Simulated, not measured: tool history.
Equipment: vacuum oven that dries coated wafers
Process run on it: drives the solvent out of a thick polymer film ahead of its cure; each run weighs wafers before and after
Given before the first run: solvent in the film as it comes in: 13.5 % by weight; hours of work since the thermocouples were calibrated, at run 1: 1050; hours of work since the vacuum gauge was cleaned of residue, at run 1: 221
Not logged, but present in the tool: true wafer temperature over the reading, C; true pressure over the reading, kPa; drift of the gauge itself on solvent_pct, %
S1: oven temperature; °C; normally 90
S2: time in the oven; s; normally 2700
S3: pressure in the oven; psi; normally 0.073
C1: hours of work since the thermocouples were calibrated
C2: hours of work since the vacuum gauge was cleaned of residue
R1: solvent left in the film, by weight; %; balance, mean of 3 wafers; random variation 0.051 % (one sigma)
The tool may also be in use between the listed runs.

run   hour   S1    S2     S3    C1   C2    R1
  1      0   90  2700  0.073  1050  221  1.38
  2   22.9   90  2700  0.073  1061  232  1.47
  3   64.1   83  2700  0.073  1081  251  2.95
  4  112.8   83  2700  0.073  1104  274  2.91
  5  145.5   83  2700  0.073  1120  290  2.94
       151  -- vacuum gauge cleaned of residue and calibrated
  6  192.7   83  2700  0.073  1141   20  2.98
  7  217.6   83  2700  0.073  1153   32  3.05
  8    249   83  2700  0.073  1168   47  3.17
  9  286.4   83  2700  0.073  1186   65  3.12
 10  308.8  105  1980  0.073  1197   75   0.6
     342.2  -- vacuum gauge cleaned of residue and calibrated, once more
 11  354.5  103  1980  0.042  1218    6  0.27

Forecast run 12:
 12   395  103  1980  0.042  1237  25   ?

R1: 0.4 %
Take away the tool's hidden state, keep the run-to-run variation as it was, and the same run would have given R1 0.34 %.
